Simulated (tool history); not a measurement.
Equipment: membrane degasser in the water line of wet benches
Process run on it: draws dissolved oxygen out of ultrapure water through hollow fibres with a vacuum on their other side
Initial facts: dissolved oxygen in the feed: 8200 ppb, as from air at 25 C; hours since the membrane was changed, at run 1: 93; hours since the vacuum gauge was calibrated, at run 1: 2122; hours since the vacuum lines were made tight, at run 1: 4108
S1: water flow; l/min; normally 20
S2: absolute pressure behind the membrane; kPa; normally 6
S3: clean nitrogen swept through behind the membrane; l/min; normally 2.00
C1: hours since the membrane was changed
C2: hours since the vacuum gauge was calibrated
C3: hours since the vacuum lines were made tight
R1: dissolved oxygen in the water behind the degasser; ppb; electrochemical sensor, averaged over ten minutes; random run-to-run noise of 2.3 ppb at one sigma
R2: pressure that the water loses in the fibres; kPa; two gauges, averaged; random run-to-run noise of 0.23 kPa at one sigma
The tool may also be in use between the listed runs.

| run | hour | S1 | S2 | S3 | C1 | C2 | C3 | R1 | R2 |
|---|---|---|---|---|---|---|---|---|---|
| 1 | 0.0 | 20 | 6 | 2.00 | 93 | 2122 | 4108 | 228.9 | 58.43 |
| 2 | 86.6 | 20 | 6 | 2.00 | 179 | 2208 | 4195 | 230.1 | 58.24 |
| 3 | 165.6 | 20 | 6 | 2.00 | 258 | 2287 | 4274 | 230.1 | 58.47 |
| 4 | 252.2 | 20 | 6 | 2.00 | 345 | 2374 | 4360 | 229.9 | 58.61 |
| 5 | 337.6 | 20 | 6 | 2.00 | 430 | 2459 | 4446 | 233.0 | 58.76 |
| 6 | 377.7 | 15 | 6 | 2.00 | 470 | 2499 | 4486 | 111.2 | 44.21 |
| 7 | 457.1 | 20 | 6 | 1.38 | 550 | 2579 | 4565 | 257.3 | 58.50 |
| 8 | 541.2 | 20 | 6 | 1.38 | 634 | 2663 | 4649 | 263.4 | 58.73 |
| 9 | 621.8 | 20 | 6 | 1.38 | 715 | 2743 | 4730 | 260.4 | 58.70 |
|  | 701.0 | seals of the vacuum lines changed |
| 10 | 701.0 | 20 | 6 | 1.38 | 792 | 2821 | 0 | 262.2 | 58.98 |

Predict the results of run 11:
| 11 | 737.6 | 17 | 6 | 1.22 | 828 | 2857 | 37 | ? | ? |

R1: 188.3 ppb
R2: 50.05 kPa
Were there no unlogged condition in the tool, this run, its random variation unchanged, would have produced R1 180.4 ppb, R2 49.59 kPa.

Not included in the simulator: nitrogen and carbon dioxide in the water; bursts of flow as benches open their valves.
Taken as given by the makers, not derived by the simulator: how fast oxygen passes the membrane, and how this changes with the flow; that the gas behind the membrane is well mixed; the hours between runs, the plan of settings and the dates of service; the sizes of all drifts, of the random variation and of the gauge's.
